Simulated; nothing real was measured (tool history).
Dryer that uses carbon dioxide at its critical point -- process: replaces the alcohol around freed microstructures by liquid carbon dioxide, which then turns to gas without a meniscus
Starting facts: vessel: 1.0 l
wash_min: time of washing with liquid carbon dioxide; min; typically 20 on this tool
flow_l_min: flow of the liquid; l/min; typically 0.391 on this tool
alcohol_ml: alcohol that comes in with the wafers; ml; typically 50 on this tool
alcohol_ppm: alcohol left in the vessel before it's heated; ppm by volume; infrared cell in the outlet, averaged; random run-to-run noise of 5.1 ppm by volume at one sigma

{"run": 1, "hour": 0.0, "wash_min": 20, "flow_l_min": 0.391, "alcohol_ml": 50, "alcohol_ppm": 126}
{"run": 2, "hour": 34.4, "wash_min": 20, "flow_l_min": 0.391, "alcohol_ml": 50, "alcohol_ppm": 135}
{"run": 3, "hour": 82.2, "wash_min": 22, "flow_l_min": 0.391, "alcohol_ml": 50, "alcohol_ppm": 116}
{"run": 4, "hour": 122.1, "wash_min": 22, "flow_l_min": 0.391, "alcohol_ml": 50, "alcohol_ppm": 117}
{"run": 5, "hour": 175.1, "wash_min": 20, "flow_l_min": 0.266, "alcohol_ml": 50, "alcohol_ppm": 641}
{"run": 6, "hour": 232.9, "wash_min": 20, "flow_l_min": 0.336, "alcohol_ml": 50, "alcohol_ppm": 280}
{"run": 7, "hour": 266.6, "wash_min": 20, "flow_l_min": 0.336, "alcohol_ml": 50, "alcohol_ppm": 284}
{"run": 8, "hour": 310.6, "wash_min": 20, "flow_l_min": 0.336, "alcohol_ml": 50, "alcohol_ppm": 285}
{"run": 9, "hour": 366.8, "wash_min": 20, "flow_l_min": 0.336, "alcohol_ml": 50, "alcohol_ppm": 311}
{"run": 10, "hour": 398.5, "wash_min": 20, "flow_l_min": 0.336, "alcohol_ml": 50, "alcohol_ppm": 275}
{"run": 11, "hour": 456.1, "wash_min": 20, "flow_l_min": 0.336, "alcohol_ml": 50, "alcohol_ppm": 281}
{"run": 12, "hour": 505.3, "wash_min": 20, "flow_l_min": 0.336, "alcohol_ml": 50, "alcohol_ppm": 303}
{"run": 13, "hour": 544.3, "wash_min": 20, "flow_l_min": 0.391, "alcohol_ml": 50, "alcohol_ppm": 211}
{"run": 14, "hour": 602.6, "wash_min": 20, "flow_l_min": 0.391, "alcohol_ml": 50, "alcohol_ppm": 239}
{"run": 15, "hour": 629.3, "wash_min": 20, "flow_l_min": 0.391, "alcohol_ml": 50, "alcohol_ppm": 218}
{"run": 16, "hour": 679.4, "wash_min": 20, "flow_l_min": 0.391, "alcohol_ml": 50, "alcohol_ppm": 229}
{"run": 17, "hour": 725.3, "wash_min": 20, "flow_l_min": 0.391, "alcohol_ml": 50, "alcohol_ppm": 233}
{"run": 18, "hour": 765.6, "wash_min": 20, "flow_l_min": 0.391, "alcohol_ml": 50, "alcohol_ppm": 254}
{"run": 19, "hour": 808.6, "wash_min": 20, "flow_l_min": 0.391, "alcohol_ml": 50, "alcohol_ppm": 232}
{"run": 20, "hour": 856.8, "wash_min": 20, "flow_l_min": 0.391, "alcohol_ml": 50, "alcohol_ppm": 245}
{"run": 21, "hour": 902.4, "wash_min": 20, "flow_l_min": 0.391, "alcohol_ml": 50, "alcohol_ppm": 254}
{"run": 22, "hour": 929.0, "wash_min": 17, "flow_l_min": 0.391, "alcohol_ml": 72, "alcohol_ppm": 422}
{"run": 23, "hour": 953.5, "wash_min": 25, "flow_l_min": 0.391, "alcohol_ml": 50, "alcohol_ppm": 219}
{"run": 24, "hour": 1006.0, "wash_min": 25, "flow_l_min": 0.391, "alcohol_ml": 50, "alcohol_ppm": 213}
{"run": 25, "hour": 1039.8, "wash_min": 17, "flow_l_min": 0.312, "alcohol_ml": 65, "alcohol_ppm": 948}
{"run": 26, "hour": 1096.9, "wash_min": 13, "flow_l_min": 0.248, "alcohol_ml": 23, "alcohol_ppm": 1769}
{"run": 27, "hour": 1124.2, "wash_min": 28, "flow_l_min": 0.364, "alcohol_ml": 68, "alcohol_ppm": 238}
{"run": 28, "hour": 1181.8, "wash_min": 28, "flow_l_min": 0.468, "alcohol_ml": 63, "alcohol_ppm": 237}
{"run": 29, "hour": 1208.7, "wash_min": 20, "flow_l_min": 0.443, "alcohol_ml": 26, "alcohol_ppm": 243}
{"run": 30, "hour": 1249.9, "wash_min": 13, "flow_l_min": 0.391, "alcohol_ml": 50, "alcohol_ppm": 594}
{"run": 31, "hour": 1281.3, "wash_min": 13, "flow_l_min": 0.391, "alcohol_ml": 50, "alcohol_ppm": 608}
{"run": 32, "hour": 1330.8, "wash_min": 16, "flow_l_min": 0.391, "alcohol_ml": 23, "alcohol_ppm": 122}
{"run": 33, "hour": 1385.5, "wash_min": 20, "flow_l_min": 0.391, "alcohol_ml": 23, "alcohol_ppm": 51}
{"run": 34, "hour": 1431.9, "wash_min": 23, "flow_l_min": 0.578, "alcohol_ml": 107, "alcohol_ppm": 32}
{"run": 35, "hour": 1485.3, "wash_min": 15, "flow_l_min": 0.274, "alcohol_ml": 45, "alcohol_ppm": 1527}
{"run": 36, "hour": 1519.4, "wash_min": 27, "flow_l_min": 0.346, "alcohol_ml": 24, "alcohol_ppm": 54}
{"run": 37, "hour": 1577.3, "wash_min": 21, "flow_l_min": 0.323, "alcohol_ml": 31, "alcohol_ppm": 166}
{"run": 38, "hour": 1637.9, "wash_min": 21, "flow_l_min": 0.245, "alcohol_ml": 83, "alcohol_ppm": 1073}
{"run": 39, "hour": 1686.2, "wash_min": 20, "flow_l_min": 0.412, "alcohol_ml": 57, "alcohol_ppm": 113}
{"run": 40, "hour": 1728.8, "wash_min": 21, "flow_l_min": 0.241, "alcohol_ml": 57, "alcohol_ppm": 855}
{"run": 41, "hour": 1762.4, "wash_min": 20, "flow_l_min": 0.391, "alcohol_ml": 77, "alcohol_ppm": 160}

Between the runs listed above, the log contained 5 entries, not reproduced here. Where in the sequence does each belong, and how does what the log doesn't record of the tool's condition differ from the listed run before to the listed run after?
From run 9 to run 10: inlet filter changed (hour 391.2)
  flow that reaches the vessel past the clogged filter, %: 94.6 -> 99.7; alcohol in the recycled carbon dioxide, ppm: 123.8 -> 128
  difference, measured minus the result without the unlogged condition, alcohol_ppm: +171 -> +129 ppm by volume
From run 18 to run 19: inlet filter changed (hour 801.6)
  flow that reaches the vessel past the clogged filter, %: 94.7 -> 99.8; alcohol in the recycled carbon dioxide, ppm: 177.3 -> 182.8
  difference, measured minus the result without the unlogged condition, alcohol_ppm: +196 -> +181 ppm by volume
From run 28 to run 29: inlet filter changed (hour 1208.6)
  flow that reaches the vessel past the clogged filter, %: 94.7 -> 99.7; alcohol in the recycled carbon dioxide, ppm: 232.7 -> 236.3
  difference, measured minus the result without the unlogged condition, alcohol_ppm: +229 -> +232 ppm by volume
From run 29 to run 30: purifier's bed changed (hour 1235.8)
  flow that reaches the vessel past the clogged filter, %: 99.7 -> 99.2; alcohol in the recycled carbon dioxide, ppm: 236.3 -> 9.7
  difference, measured minus the result without the unlogged condition, alcohol_ppm: +232 -> +25 ppm by volume
From run 37 to run 38: inlet filter changed (hour 1618)
  flow that reaches the vessel past the clogged filter, %: 94.8 -> 99.2; alcohol in the recycled carbon dioxide, ppm: 52 -> 59.7
  difference, measured minus the result without the unlogged condition, alcohol_ppm: +77 -> +90 ppm by volume
